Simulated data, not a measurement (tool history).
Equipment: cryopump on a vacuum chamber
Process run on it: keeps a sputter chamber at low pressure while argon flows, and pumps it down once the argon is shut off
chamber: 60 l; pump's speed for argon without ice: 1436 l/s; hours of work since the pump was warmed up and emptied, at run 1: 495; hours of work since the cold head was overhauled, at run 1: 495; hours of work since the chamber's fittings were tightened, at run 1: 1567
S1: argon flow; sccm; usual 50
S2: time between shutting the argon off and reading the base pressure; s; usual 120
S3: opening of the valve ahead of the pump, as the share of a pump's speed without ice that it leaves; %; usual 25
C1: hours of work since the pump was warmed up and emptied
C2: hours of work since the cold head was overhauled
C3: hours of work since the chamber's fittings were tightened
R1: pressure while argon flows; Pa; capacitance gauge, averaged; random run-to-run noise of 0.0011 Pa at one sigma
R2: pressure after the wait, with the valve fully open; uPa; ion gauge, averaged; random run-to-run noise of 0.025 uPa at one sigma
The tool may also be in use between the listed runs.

| run | hour | S1 | S2 | S3 | C1 | C2 | C3 | R1 | R2 |
|---|---|---|---|---|---|---|---|---|---|
| 1 | 0.0 | 50 | 120 | 25 | 495 | 495 | 1567 | 0.2457 | 2.00 |
| 2 | 34.9 | 50 | 120 | 19 | 524 | 524 | 1596 | 0.3192 | 2.18 |
| 3 | 82.0 | 50 | 120 | 19 | 563 | 563 | 1635 | 0.3205 | 2.18 |
| 4 | 135.3 | 50 | 120 | 19 | 608 | 608 | 1680 | 0.3215 | 2.27 |
| 5 | 173.4 | 45 | 120 | 25 | 639 | 639 | 1712 | 0.2241 | 2.34 |
| 6 | 202.5 | 50 | 120 | 25 | 664 | 664 | 1736 | 0.2484 | 2.38 |
| 7 | 266.4 | 50 | 120 | 25 | 717 | 717 | 1789 | 0.2515 | 2.40 |
| 8 | 315.7 | 50 | 120 | 25 | 758 | 758 | 1831 | 0.2513 | 2.47 |
|  | 333.9 | pump warmed up, emptied and cooled again |
| 9 | 366.0 | 50 | 102 | 25 | 27 | 796 | 1868 | 0.2356 | 2.43 |
| 10 | 416.4 | 50 | 102 | 25 | 69 | 838 | 1910 | 0.2368 | 2.39 |
| 11 | 443.7 | 50 | 120 | 25 | 92 | 861 | 1933 | 0.2375 | 2.20 |
| 12 | 503.4 | 24 | 120 | 25 | 142 | 911 | 1983 | 0.1148 | 2.26 |
| 13 | 558.5 | 50 | 120 | 25 | 188 | 957 | 2029 | 0.2409 | 2.30 |
| 14 | 612.3 | 50 | 120 | 25 | 232 | 1002 | 2074 | 0.2406 | 2.34 |
| 15 | 670.5 | 50 | 120 | 25 | 281 | 1050 | 2123 | 0.2433 | 2.42 |
| 16 | 715.4 | 50 | 120 | 25 | 319 | 1088 | 2160 | 0.2429 | 2.49 |
| 17 | 776.1 | 50 | 24 | 25 | 369 | 1139 | 2211 | 0.2444 | 5.98 |
| 18 | 826.9 | 47 | 119 | 20 | 412 | 1181 | 2253 | 0.2852 | 2.63 |
| 19 | 862.6 | 29 | 107 | 20 | 441 | 1211 | 2283 | 0.1758 | 2.78 |
| 20 | 912.0 | 29 | 107 | 20 | 483 | 1252 | 2324 | 0.1781 | 2.80 |
| 21 | 958.9 | 28 | 30 | 28 | 522 | 1291 | 2363 | 0.1248 | 5.36 |
| 22 | 985.1 | 28 | 30 | 28 | 544 | 1313 | 2385 | 0.1256 | 5.20 |
| 23 | 1013.1 | 50 | 94 | 28 | 567 | 1336 | 2409 | 0.2233 | 2.97 |
| 24 | 1074.7 | 50 | 120 | 18 | 619 | 1388 | 2460 | 0.3423 | 2.83 |
| 25 | 1114.3 | 42 | 53 | 37 | 652 | 1421 | 2493 | 0.1465 | 3.91 |
| 26 | 1170.0 | 33 | 202 | 36 | 698 | 1467 | 2540 | 0.1192 | 2.67 |
| 27 | 1228.8 | 97 | 46 | 25 | 747 | 1517 | 2589 | 0.4921 | 4.31 |
|  | 1257.6 | pump warmed up, emptied and cooled again |
| 28 | 1272.4 | 44 | 99 | 16 | 12 | 1549 | 2621 | 0.3252 | 2.79 |
| 29 | 1332.0 | 26 | 41 | 26 | 62 | 1599 | 2671 | 0.1190 | 4.27 |
| 30 | 1385.2 | 31 | 43 | 26 | 107 | 1643 | 2715 | 0.1420 | 4.21 |
| 31 | 1412.0 | 31 | 43 | 26 | 129 | 1665 | 2738 | 0.1437 | 4.26 |
| 32 | 1474.1 | 31 | 43 | 26 | 181 | 1717 | 2790 | 0.1417 | 4.25 |
| 33 | 1508.6 | 36 | 75 | 27 | 210 | 1746 | 2818 | 0.1611 | 3.29 |
| 34 | 1561.2 | 50 | 152 | 44 | 254 | 1790 | 2862 | 0.1376 | 2.68 |

Some steps in R1, run to run, broken into two amounts with sign: the step expected even without the hidden condition (settings, incoming material, random variation), and the rest, left for the hidden condition together with whatever gauge scatter is not in both the measured and the hidden-condition-free result:
The hidden state here: pump's speed, % of a pump's without ice; cold plate's temperature, K; leak into the chamber, uPa l/s; drift of the gauge itself on working_pa, %; drift of the gauge itself on base_upa, %.
Run 8 -> 9: S2 120 -> 102, pump warmed up, emptied and cooled again. R1 -0.0157 Pa: hidden state -0.0151, all else -0.0006.
Run 24 -> 25: S1 50 -> 42, S2 120 -> 53, S3 18 -> 37. R1 -0.1958 Pa: hidden state -0.0017, all else -0.1941.
Run 26 -> 27: S1 33 -> 97, S2 202 -> 46, S3 36 -> 25. R1 +0.3729 Pa: hidden state +0.0244, all else +0.3485.
Run 27 -> 28: S1 97 -> 44, S2 46 -> 99, S3 25 -> 16, pump warmed up, emptied and cooled again. R1 -0.1669 Pa: hidden state -0.0339, all else -0.1330.
Run 28 -> 29: S1 44 -> 26, S2 99 -> 41, S3 16 -> 26. R1 -0.2062 Pa: hidden state -0.0002, all else -0.2060.
